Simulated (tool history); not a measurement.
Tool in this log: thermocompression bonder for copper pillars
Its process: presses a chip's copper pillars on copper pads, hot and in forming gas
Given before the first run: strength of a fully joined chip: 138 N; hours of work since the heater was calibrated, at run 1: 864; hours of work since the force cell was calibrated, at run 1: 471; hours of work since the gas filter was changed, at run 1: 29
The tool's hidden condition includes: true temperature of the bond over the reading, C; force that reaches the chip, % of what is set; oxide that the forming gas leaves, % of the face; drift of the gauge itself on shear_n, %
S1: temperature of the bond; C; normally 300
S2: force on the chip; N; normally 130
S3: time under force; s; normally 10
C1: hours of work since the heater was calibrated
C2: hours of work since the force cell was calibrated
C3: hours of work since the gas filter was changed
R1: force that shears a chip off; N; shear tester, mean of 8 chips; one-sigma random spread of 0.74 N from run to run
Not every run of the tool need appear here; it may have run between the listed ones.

run 1 hour=0.0 | S1=300 S2=130 S3=10 | C1=864 C2=471 C3=29 | R1=58.9
run 2 hour=39.7 | S1=300 S2=127 S3=10 | C1=882 C2=489 C3=47 | R1=58.2
run 3 hour=91.7 | S1=300 S2=130 S3=10 | C1=905 C2=512 C3=70 | R1=57.9
run 4 hour=149.4 | S1=300 S2=89 S3=10 | C1=931 C2=537 C3=96 | R1=45.5
run 5 hour=223.3 | S1=300 S2=130 S3=10 | C1=964 C2=570 C3=129 | R1=57.8
run 6 hour=267.9 | S1=300 S2=130 S3=10 | C1=984 C2=590 C3=149 | R1=56.8
-- hour=288.8 forming gas filter changed
run 7 hour=329.1 | S1=300 S2=130 S3=10 | C1=1011 C2=617 C3=18 | R1=58.8
run 8 hour=394.9 | S1=300 S2=130 S3=10 | C1=1040 C2=647 C3=47 | R1=59.0
run 9 hour=448.3 | S1=300 S2=130 S3=10 | C1=1064 C2=671 C3=71 | R1=57.2
run 10 hour=479.3 | S1=300 S2=130 S3=10 | C1=1078 C2=684 C3=85 | R1=58.8
run 11 hour=518.1 | S1=300 S2=130 S3=10 | C1=1095 C2=702 C3=102 | R1=59.7
run 12 hour=558.1 | S1=300 S2=130 S3=10 | C1=1113 C2=720 C3=120 | R1=59.2
run 13 hour=611.7 | S1=300 S2=130 S3=10 | C1=1137 C2=744 C3=144 | R1=57.7
-- hour=641.1 forming gas filter changed
run 14 hour=673.8 | S1=300 S2=191 S3=10 | C1=1164 C2=771 C3=15 | R1=75.1
run 15 hour=720.8 | S1=300 S2=191 S3=10 | C1=1185 C2=792 C3=36 | R1=75.0
run 16 hour=787.6 | S1=300 S2=191 S3=10 | C1=1215 C2=822 C3=65 | R1=72.9
run 17 hour=839.6 | S1=300 S2=191 S3=10 | C1=1238 C2=845 C3=89 | R1=73.1
run 18 hour=892.3 | S1=300 S2=191 S3=10 | C1=1262 C2=869 C3=112 | R1=73.0
-- hour=900.2 force cell calibrated
run 19 hour=933.4 | S1=300 S2=191 S3=10 | C1=1279 C2=15 C3=130 | R1=72.0
-- hour=995.3 forming gas filter changed
run 20 hour=996.3 | S1=300 S2=191 S3=10 | C1=1307 C2=43 C3=0 | R1=75.7
run 21 hour=1037.2 | S1=306 S2=105 S3=7 | C1=1326 C2=61 C3=19 | R1=48.2
run 22 hour=1107.8 | S1=295 S2=91 S3=5 | C1=1357 C2=92 C3=50 | R1=34.4
run 23 hour=1170.6 | S1=276 S2=130 S3=7 | C1=1385 C2=120 C3=78 | R1=42.0
run 24 hour=1239.2 | S1=316 S2=148 S3=8 | C1=1416 C2=151 C3=109 | R1=66.8
run 25 hour=1281.5 | S1=270 S2=148 S3=21 | C1=1435 C2=170 C3=128 | R1=64.5
-- hour=1322.6 force cell calibrated, once more
run 26 hour=1326.8 | S1=270 S2=148 S3=7 | C1=1454 C2=2 C3=147 | R1=41.0
-- hour=1347.7 forming gas filter changed
run 27 hour=1384.9 | S1=270 S2=148 S3=7 | C1=1480 C2=28 C3=17 | R1=42.8
run 28 hour=1420.2 | S1=270 S2=148 S3=7 | C1=1496 C2=43 C3=32 | R1=43.0
run 29 hour=1468.9 | S1=300 S2=109 S3=7 | C1=1517 C2=65 C3=54 | R1=46.7
run 30 hour=1541.1 | S1=295 S2=82 S3=10 | C1=1550 C2=97 C3=86 | R1=41.5
run 31 hour=1597.2 | S1=278 S2=79 S3=18 | C1=1575 C2=122 C3=111 | R1=43.7
run 32 hour=1666.2 | S1=322 S2=117 S3=9 | C1=1605 C2=153 C3=142 | R1=61.6
-- hour=1702.5 forming gas filter changed
run 33 hour=1727.7 | S1=322 S2=141 S3=14 | C1=1633 C2=180 C3=11 | R1=84.5
run 34 hour=1771.3 | S1=322 S2=141 S3=14 | C1=1652 C2=200 C3=31 | R1=82.0
run 35 hour=1816.6 | S1=322 S2=141 S3=14 | C1=1672 C2=220 C3=51 | R1=81.3
run 36 hour=1852.8 | S1=322 S2=141 S3=14 | C1=1688 C2=236 C3=67 | R1=83.0

What does the tool deliver on the next run?
run 37 hour=1913.0 | S1=290 S2=93 S3=30 | C1=1715 C2=263 C3=94 | R1=?

For run 37 the tool returned R1 67.0 N.
Without the tool's hidden state the same run would have given R1 61.9 N.
